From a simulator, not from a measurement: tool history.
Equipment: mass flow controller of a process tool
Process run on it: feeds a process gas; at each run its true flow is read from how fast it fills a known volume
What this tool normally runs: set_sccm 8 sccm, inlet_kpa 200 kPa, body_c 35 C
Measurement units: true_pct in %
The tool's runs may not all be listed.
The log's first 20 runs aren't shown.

{"run": 21, "day": 298.221, "set_sccm": 8, "inlet_kpa": 200, "body_c": 35, "true_pct": 95.88}
{"run": 22, "day": 310.962, "set_sccm": 8, "inlet_kpa": 200, "body_c": 35, "true_pct": 95.63}
{"run": 23, "day": 325.683, "set_sccm": 8, "inlet_kpa": 200, "body_c": 35, "true_pct": 95.66}
{"run": 24, "day": 335.95, "set_sccm": 8, "inlet_kpa": 200, "body_c": 35, "true_pct": 95.61}
{"run": 25, "day": 344.346, "set_sccm": 8, "inlet_kpa": 200, "body_c": 35, "true_pct": 95.59}
{"run": 26, "day": 359.408, "set_sccm": 3, "inlet_kpa": 159, "body_c": 33, "true_pct": 92.53}
{"day": 361.917, "done": "controller's zero set anew"}
{"run": 27, "day": 379.892, "set_sccm": 8, "inlet_kpa": 217, "body_c": 31, "true_pct": 94.57}
{"run": 28, "day": 395.183, "set_sccm": 15, "inlet_kpa": 278, "body_c": 31, "true_pct": 96.12}
{"run": 29, "day": 405.9, "set_sccm": 7, "inlet_kpa": 161, "body_c": 31, "true_pct": 94.04}
{"run": 30, "day": 418.117, "set_sccm": 2, "inlet_kpa": 221, "body_c": 29, "true_pct": 87.2}
{"run": 31, "day": 437.542, "set_sccm": 10, "inlet_kpa": 212, "body_c": 29, "true_pct": 94.68}
{"run": 32, "day": 457.229, "set_sccm": 2, "inlet_kpa": 200, "body_c": 35, "true_pct": 87.39}
{"run": 33, "day": 470.188, "set_sccm": 2, "inlet_kpa": 200, "body_c": 33, "true_pct": 86.92}
{"run": 34, "day": 481.075, "set_sccm": 2, "inlet_kpa": 182, "body_c": 25, "true_pct": 86.36}
{"day": 485.688, "done": "controller's zero set anew, once more"}
{"run": 35, "day": 494.675, "set_sccm": 6, "inlet_kpa": 193, "body_c": 28, "true_pct": 95.64}
{"run": 36, "day": 503.262, "set_sccm": 4, "inlet_kpa": 193, "body_c": 28, "true_pct": 95.32}
{"run": 37, "day": 521.333, "set_sccm": 3, "inlet_kpa": 151, "body_c": 21, "true_pct": 94.39}
{"day": 527.525, "done": "controller exchanged for a calibrated one"}
{"run": 38, "day": 534.475, "set_sccm": 5, "inlet_kpa": 252, "body_c": 36, "true_pct": 98.13}
{"run": 39, "day": 548.054, "set_sccm": 4, "inlet_kpa": 167, "body_c": 23, "true_pct": 97.16}
{"run": 40, "day": 556.892, "set_sccm": 3, "inlet_kpa": 167, "body_c": 38, "true_pct": 98.11}
{"run": 41, "day": 569.762, "set_sccm": 8, "inlet_kpa": 200, "body_c": 27, "true_pct": 98.0}
{"run": 42, "day": 579.371, "set_sccm": 8, "inlet_kpa": 200, "body_c": 27, "true_pct": 98.01}
{"run": 43, "day": 591.588, "set_sccm": 8, "inlet_kpa": 276, "body_c": 27, "true_pct": 97.55}

Estimate the outcome of run 44 from the log above:
{"run": 44, "day": 604.671, "set_sccm": 9, "inlet_kpa": 200, "body_c": 35, "true_pct": "?"}

{"run 44": {"true_pct": 98.65}}
With no hidden state in the tool, this same run would have given true_pct 99.25 %.
